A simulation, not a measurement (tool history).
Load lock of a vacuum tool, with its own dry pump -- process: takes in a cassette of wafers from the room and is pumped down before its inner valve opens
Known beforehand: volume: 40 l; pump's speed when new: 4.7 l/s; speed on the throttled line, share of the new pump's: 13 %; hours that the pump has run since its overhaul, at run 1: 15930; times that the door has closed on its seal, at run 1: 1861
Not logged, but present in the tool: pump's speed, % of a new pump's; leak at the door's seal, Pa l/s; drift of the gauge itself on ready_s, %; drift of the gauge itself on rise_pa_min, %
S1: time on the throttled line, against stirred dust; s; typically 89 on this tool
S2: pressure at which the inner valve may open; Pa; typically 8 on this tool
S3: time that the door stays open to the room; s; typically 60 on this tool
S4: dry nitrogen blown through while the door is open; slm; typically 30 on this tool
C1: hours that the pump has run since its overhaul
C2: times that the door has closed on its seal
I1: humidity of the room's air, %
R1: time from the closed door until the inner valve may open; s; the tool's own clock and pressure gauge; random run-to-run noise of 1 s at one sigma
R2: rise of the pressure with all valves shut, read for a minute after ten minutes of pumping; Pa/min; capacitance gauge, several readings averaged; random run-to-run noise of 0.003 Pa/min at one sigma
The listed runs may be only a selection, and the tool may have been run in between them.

run 1 hour=0.0 | S1=89 S2=8 S3=60 S4=30 | C1=15930 C2=1861 | I1=48.4 | R1=174.7 R2=0.041
run 2 hour=60.3 | S1=89 S2=8 S3=60 S4=25 | C1=15990 C2=1944 | I1=45.4 | R1=177.1 R2=0.044
run 3 hour=142.9 | S1=89 S2=8 S3=60 S4=30 | C1=16073 C2=2058 | I1=43.6 | R1=177.0 R2=0.039
run 4 hour=222.7 | S1=89 S2=12 S3=60 S4=30 | C1=16153 C2=2168 | I1=42.6 | R1=171.8 R2=0.033
run 5 hour=307.6 | S1=89 S2=8 S3=43 S4=30 | C1=16238 C2=2285 | I1=46.8 | R1=175.2 R2=0.029
run 6 hour=380.8 | S1=89 S2=8 S3=43 S4=30 | C1=16311 C2=2386 | I1=44.9 | R1=174.2 R2=0.032
run 7 hour=458.1 | S1=89 S2=8 S3=43 S4=30 | C1=16388 C2=2492 | I1=47.6 | R1=175.3 R2=0.032
run 8 hour=521.2 | S1=89 S2=8 S3=43 S4=30 | C1=16451 C2=2579 | I1=46.4 | R1=174.5 R2=0.036
run 9 hour=599.2 | S1=89 S2=15 S3=60 S4=30 | C1=16529 C2=2686 | I1=45.3 | R1=169.8 R2=0.039
run 10 hour=660.7 | S1=89 S2=15 S3=124 S4=30 | C1=16591 C2=2771 | I1=44.5 | R1=168.7 R2=0.060
run 11 hour=704.9 | S1=89 S2=6 S3=60 S4=30 | C1=16635 C2=2832 | I1=46.3 | R1=176.8 R2=0.038
run 12 hour=761.1 | S1=89 S2=6 S3=33 S4=30 | C1=16691 C2=2909 | I1=41.7 | R1=179.3 R2=0.023
run 13 hour=827.1 | S1=161 S2=12 S3=96 S4=8 | C1=16757 C2=3000 | I1=47.7 | R1=230.9 R2=0.073
run 14 hour=920.3 | S1=60 S2=8 S3=195 S4=9 | C1=16850 C2=3128 | I1=45.2 | R1=153.1 R2=0.123
run 15 hour=1006.2 | S1=103 S2=8 S3=32 S4=30 | C1=16936 C2=3247 | I1=44.0 | R1=190.6 R2=0.024
run 16 hour=1087.5 | S1=103 S2=8 S3=32 S4=30 | C1=17018 C2=3359 | I1=48.0 | R1=188.3 R2=0.031
run 17 hour=1142.6 | S1=127 S2=8 S3=26 S4=15 | C1=17073 C2=3435 | I1=46.2 | R1=207.7 R2=0.029
run 18 hour=1217.0 | S1=130 S2=8 S3=60 S4=30 | C1=17147 C2=3537 | I1=48.4 | R1=211.7 R2=0.041
run 19 hour=1287.9 | S1=130 S2=11 S3=67 S4=24 | C1=17218 C2=3635 | I1=43.7 | R1=205.6 R2=0.046
run 20 hour=1387.1 | S1=123 S2=8 S3=60 S4=30 | C1=17317 C2=3771 | I1=45.4 | R1=205.9 R2=0.040
run 21 hour=1443.3 | S1=158 S2=8 S3=60 S4=30 | C1=17373 C2=3849 | I1=48.4 | R1=235.9 R2=0.040
run 22 hour=1511.8 | S1=158 S2=8 S3=60 S4=10 | C1=17442 C2=3943 | I1=45.6 | R1=235.6 R2=0.051

Predict each of these 3 candidate next runs independently; none follows another, all start after run 22:
run A hour=1605.9 | S1=46 S2=8 S3=60 S4=30 | C1=17536 C2=4072 | I1=46.1 | R1=? R2=?
run B hour=1605.9 | S1=112 S2=8 S3=60 S4=10 | C1=17536 C2=4072 | I1=41.0 | R1=? R2=?
run C hour=1605.9 | S1=171 S2=8 S3=65 S4=30 | C1=17536 C2=4072 | I1=48.6 | R1=? R2=?

run=A R1=140.5 R2=0.041
run=B R1=197.3 R2=0.047
run=C R1=242.4 R2=0.047
The same runs, with their run-to-run variation unchanged, on a tool lacking any hidden condition would have given:
run=A R1=120.7 R2=0.035
run=B R1=179.4 R2=0.041
run=C R1=227.0 R2=0.041
